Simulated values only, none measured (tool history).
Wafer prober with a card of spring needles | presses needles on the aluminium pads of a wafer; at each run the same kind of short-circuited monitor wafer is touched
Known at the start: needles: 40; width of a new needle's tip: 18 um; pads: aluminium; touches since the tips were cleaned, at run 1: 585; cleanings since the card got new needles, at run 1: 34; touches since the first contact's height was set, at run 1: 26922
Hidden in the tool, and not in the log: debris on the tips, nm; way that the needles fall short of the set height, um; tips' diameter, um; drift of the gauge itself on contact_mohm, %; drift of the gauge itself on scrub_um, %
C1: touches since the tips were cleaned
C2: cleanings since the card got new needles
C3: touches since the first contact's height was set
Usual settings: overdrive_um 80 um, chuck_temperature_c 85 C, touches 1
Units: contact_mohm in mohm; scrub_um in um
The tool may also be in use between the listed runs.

Run 1, hour 0.0: usual settings; C1 585; C2 34; C3 26922. Result: contact_mohm 321 mohm, scrub_um 17.43 um.
At hour 9.6: tips cleaned on abrasive film.
Run 2, hour 9.6: usual settings; C1 0; C2 35; C3 31906. Result: contact_mohm 308 mohm, scrub_um 17.41 um.
Run 3, hour 15.6: usual settings; C1 3173; C2 35; C3 35079. Result: contact_mohm 345 mohm, scrub_um 17.36 um.
At hour 20.1: tips cleaned on abrasive film.
Run 4, hour 26.9: usual settings; C1 3553; C2 36; C3 40979. Result: contact_mohm 346 mohm, scrub_um 17.35 um.
At hour 31.0: tips cleaned on abrasive film.
Run 5, hour 37.5: usual settings; C1 3467; C2 37; C3 46567. Result: contact_mohm 346 mohm, scrub_um 17.28 um.
At hour 41.3: tips cleaned on abrasive film.
Run 6, hour 48.4: usual settings but chuck_temperature_c 54 C; C1 3742; C2 38; C3 52239. Result: contact_mohm 344 mohm, scrub_um 17.27 um.
At hour 51.8: tips cleaned on abrasive film.
Run 7, hour 56.3: usual settings but chuck_temperature_c 54 C; C1 2354; C2 39; C3 56345. Result: contact_mohm 327 mohm, scrub_um 17.28 um.
At hour 62.2: tips cleaned on abrasive film.
Run 8, hour 64.6: usual settings but chuck_temperature_c 54 C; C1 1240; C2 40; C3 60664. Result: contact_mohm 324 mohm, scrub_um 17.24 um.
Run 9, hour 70.8: usual settings but overdrive_um 82 um; C1 4509; C2 40; C3 63933. Result: contact_mohm 347 mohm, scrub_um 17.69 um.
At hour 72.6: tips cleaned on abrasive film.
Run 10, hour 77.3: usual settings but overdrive_um 82 um, chuck_temperature_c 79 C; C1 2469; C2 41; C3 67315. Result: contact_mohm 341 mohm, scrub_um 17.67 um.
At hour 82.9: tips cleaned on abrasive film.
Run 11, hour 84.6: usual settings but overdrive_um 82 um, chuck_temperature_c 79 C; C1 872; C2 42; C3 71113. Result: contact_mohm 321 mohm, scrub_um 17.69 um.
At hour 93.7: tips cleaned on abrasive film.
Run 12, hour 95.1: usual settings; C1 763; C2 43; C3 76622. Result: contact_mohm 324 mohm, scrub_um 17.18 um.
At hour 103.8: tips cleaned on abrasive film.
Run 13, hour 107.3: usual settings but chuck_temperature_c 31 C; C1 1829; C2 44; C3 82965. Result: contact_mohm 330 mohm, scrub_um 17.18 um.
At hour 114.0: tips cleaned on abrasive film.
Run 14, hour 118.7: usual settings but chuck_temperature_c 31 C; C1 2460; C2 45; C3 88951. Result: contact_mohm 330 mohm, scrub_um 17.13 um.
At hour 125.0: tips cleaned on abrasive film.
At hour 129.0: height of the first contact set anew.
Run 15, hour 133.2: usual settings; C1 4157; C2 46; C3 2195. Result: contact_mohm 348 mohm, scrub_um 17.46 um.
At hour 135.8: tips cleaned on abrasive film.
Run 16, hour 140.5: usual settings; C1 2476; C2 47; C3 6001. Result: contact_mohm 347 mohm, scrub_um 17.51 um.
At hour 146.6: tips cleaned on abrasive film.
Run 17, hour 151.5: usual settings; C1 2579; C2 48; C3 11723. Result: contact_mohm 341 mohm, scrub_um 17.52 um.
At hour 156.7: tips cleaned on abrasive film.
Run 18, hour 159.5: usual settings; C1 1426; C2 49; C3 15883. Result: contact_mohm 332 mohm, scrub_um 17.42 um.
At hour 166.8: tips cleaned on abrasive film.
Run 19, hour 167.6: usual settings but overdrive_um 96 um, chuck_temperature_c 80 C; C1 406; C2 50; C3 20136. Result: contact_mohm 311 mohm, scrub_um 20.91 um.

The next listed run, before its measurement:
At hour 177.6: tips cleaned on abrasive film.
Run 20, hour 177.9: usual settings but overdrive_um 67 um, touches 2; C1 144; C2 51; C3 25511. Result: contact_mohm ?, scrub_um ?.

contact_mohm: 319 mohm
scrub_um: 14.56 um
Without the tool's hidden state the same run would have given contact_mohm 308 mohm, scrub_um 14.68 um.

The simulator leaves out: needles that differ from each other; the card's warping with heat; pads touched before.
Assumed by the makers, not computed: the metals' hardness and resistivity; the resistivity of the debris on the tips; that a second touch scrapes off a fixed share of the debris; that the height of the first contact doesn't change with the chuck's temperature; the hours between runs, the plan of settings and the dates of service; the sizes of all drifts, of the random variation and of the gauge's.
